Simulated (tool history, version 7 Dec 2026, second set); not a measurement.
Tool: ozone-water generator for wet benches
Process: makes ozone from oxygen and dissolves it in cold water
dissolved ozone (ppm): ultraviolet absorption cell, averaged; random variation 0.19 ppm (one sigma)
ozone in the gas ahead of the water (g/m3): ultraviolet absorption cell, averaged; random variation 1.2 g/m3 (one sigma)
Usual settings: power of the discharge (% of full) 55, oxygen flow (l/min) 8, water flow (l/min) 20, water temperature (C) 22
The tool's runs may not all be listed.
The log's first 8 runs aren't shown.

| run | day | power of the discharge (% of full) | oxygen flow (l/min) | water flow (l/min) | water temperature (C) | hours of work since the electrodes were changed | hours of work since the contactor was cleaned | hours of work since the thermometer was calibrated | dissolved ozone (ppm) | ozone in the gas ahead of the water (g/m3) |
|---|---|---|---|---|---|---|---|---|---|---|
| 9 | 9.079 | 55 | 8 | 20 | 28 | 1000 | 1364 | 3862 | 24.4 | 212.6 |
| 10 | 10.479 | 55 | 8 | 20 | 18 | 1031 | 1395 | 3893 | 29.4 | 210.4 |
| 11 | 11.738 | 55 | 8 | 20 | 18 | 1059 | 1423 | 3921 | 29.4 | 210.4 |
| 12 | 12.654 | 55 | 8 | 20 | 18 | 1079 | 1443 | 3941 | 29.8 | 210.9 |
| 13 | 14.208 | 55 | 8 | 20 | 22 | 1113 | 1478 | 3976 | 27.6 | 210.3 |
| 14 | 15.158 | 55 | 8 | 20 | 19 | 1134 | 1499 | 3997 | 28.8 | 213.1 |
| 15 | 16.912 | 55 | 8 | 20 | 19 | 1173 | 1538 | 4036 | 29 | 211.7 |
| 16 | 17.929 | 55 | 8 | 20 | 19 | 1196 | 1560 | 4058 | 28.7 | 212.4 |
| 17 | 19.175 | 55 | 8 | 20 | 19 | 1224 | 1588 | 4086 | 29.1 | 211.9 |
| 18 | 20.267 | 55 | 8 | 20 | 19 | 1248 | 1612 | 4110 | 29 | 213.6 |
| 19 | 21.596 | 93 | 6.29 | 20 | 24 | 1277 | 1642 | 4140 | 37.3 | 331.6 |
| 20 | 23.067 | 93 | 12.67 | 14 | 24 | 1310 | 1674 | 4172 | 44.2 | 248.3 |

Forecast run 21:
| 21 | 24.458 | 55 | 6.6 | 20 | 22 | 1341 | 1705 | 4203 | ? | ? |

dissolved ozone (ppm): 27.2
ozone in the gas ahead of the water (g/m3): 229.3
Without the tool's hidden state the same run would have given dissolved ozone (ppm) 27.2, ozone in the gas ahead of the water (g/m3) 229.3.
